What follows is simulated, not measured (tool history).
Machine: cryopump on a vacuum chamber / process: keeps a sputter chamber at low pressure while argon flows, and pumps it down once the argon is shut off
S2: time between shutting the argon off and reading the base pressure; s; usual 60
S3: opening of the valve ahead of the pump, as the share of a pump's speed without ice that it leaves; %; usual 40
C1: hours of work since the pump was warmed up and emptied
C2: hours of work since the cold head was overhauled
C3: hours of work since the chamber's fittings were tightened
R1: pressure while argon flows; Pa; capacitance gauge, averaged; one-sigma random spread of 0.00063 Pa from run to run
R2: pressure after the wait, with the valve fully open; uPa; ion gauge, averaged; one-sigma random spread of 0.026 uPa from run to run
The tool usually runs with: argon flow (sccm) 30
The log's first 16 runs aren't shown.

run 17 hour=374.8 | argon_flow_(sccm)=30 S2=60 S3=40 | C1=220 C2=1011 C3=2826 | R1=0.1041 R2=2.84
run 18 hour=402.1 | argon_flow_(sccm)=30 S2=60 S3=37 | C1=239 C2=1031 C3=2845 | R1=0.1135 R2=2.81
run 19 hour=432.3 | argon_flow_(sccm)=30 S2=60 S3=37 | C1=261 C2=1052 C3=2867 | R1=0.1134 R2=2.93
run 20 hour=454.9 | argon_flow_(sccm)=30 S2=60 S3=37 | C1=277 C2=1068 C3=2883 | R1=0.1139 R2=3.00
run 21 hour=479.2 | argon_flow_(sccm)=16 S2=152 S3=28 | C1=294 C2=1085 C3=2900 | R1=0.0807 R2=2.51
run 22 hour=496.5 | argon_flow_(sccm)=16 S2=152 S3=28 | C1=306 C2=1098 C3=2912 | R1=0.0794 R2=2.53
run 23 hour=524.3 | argon_flow_(sccm)=13 S2=60 S3=37 | C1=326 C2=1117 C3=2932 | R1=0.0499 R2=3.09
run 24 hour=547.1 | argon_flow_(sccm)=13 S2=60 S3=37 | C1=342 C2=1133 C3=2948 | R1=0.0503 R2=3.10
run 25 hour=573.8 | argon_flow_(sccm)=13 S2=60 S3=37 | C1=361 C2=1152 C3=2967 | R1=0.0508 R2=3.18
run 26 hour=591.1 | argon_flow_(sccm)=13 S2=60 S3=37 | C1=373 C2=1165 C3=2979 | R1=0.0513 R2=3.23
-- hour=607.4 pump warmed up, emptied and cooled again
run 27 hour=620.8 | argon_flow_(sccm)=12 S2=60 S3=16 | C1=10 C2=1182 C3=2997 | R1=0.0972 R2=2.61
run 28 hour=655.4 | argon_flow_(sccm)=18 S2=23 S3=49 | C1=34 C2=1207 C3=3021 | R1=0.0481 R2=4.09
run 29 hour=670.4 | argon_flow_(sccm)=24 S2=100 S3=23 | C1=45 C2=1217 C3=3032 | R1=0.1369 R2=2.39
run 30 hour=701.3 | argon_flow_(sccm)=16 S2=23 S3=25 | C1=67 C2=1239 C3=3054 | R1=0.0832 R2=4.17
run 31 hour=732.2 | argon_flow_(sccm)=14 S2=74 S3=40 | C1=88 C2=1261 C3=3076 | R1=0.0473 R2=2.64
run 32 hour=765.6 | argon_flow_(sccm)=12 S2=168 S3=18 | C1=112 C2=1285 C3=3100 | R1=0.0877 R2=2.32
run 33 hour=793.7 | argon_flow_(sccm)=28 S2=168 S3=26 | C1=132 C2=1305 C3=3119 | R1=0.1428 R2=2.39
run 34 hour=827.3 | argon_flow_(sccm)=17 S2=60 S3=24 | C1=156 C2=1328 C3=3143 | R1=0.0944 R2=2.94

3 ways to go on from here, each from the tool as it stands after run 34. What would each give?
run A hour=842.8 | argon_flow_(sccm)=19 S2=77 S3=25 | C1=167 C2=1339 C3=3154 | R1=? R2=?
run B hour=842.8 | argon_flow_(sccm)=30 S2=101 S3=40 | C1=167 C2=1339 C3=3154 | R1=? R2=?
run C hour=842.8 | argon_flow_(sccm)=17 S2=83 S3=24 | C1=167 C2=1339 C3=3154 | R1=? R2=?

run=A R1=0.1018 R2=2.75
run=B R1=0.1025 R2=2.61
run=C R1=0.0959 R2=2.74
What these runs would have given with no unlogged condition in the tool:
run=A R1=0.0986 R2=0.85
run=B R1=0.0975 R2=0.69
run=C R1=0.0931 R2=0.83
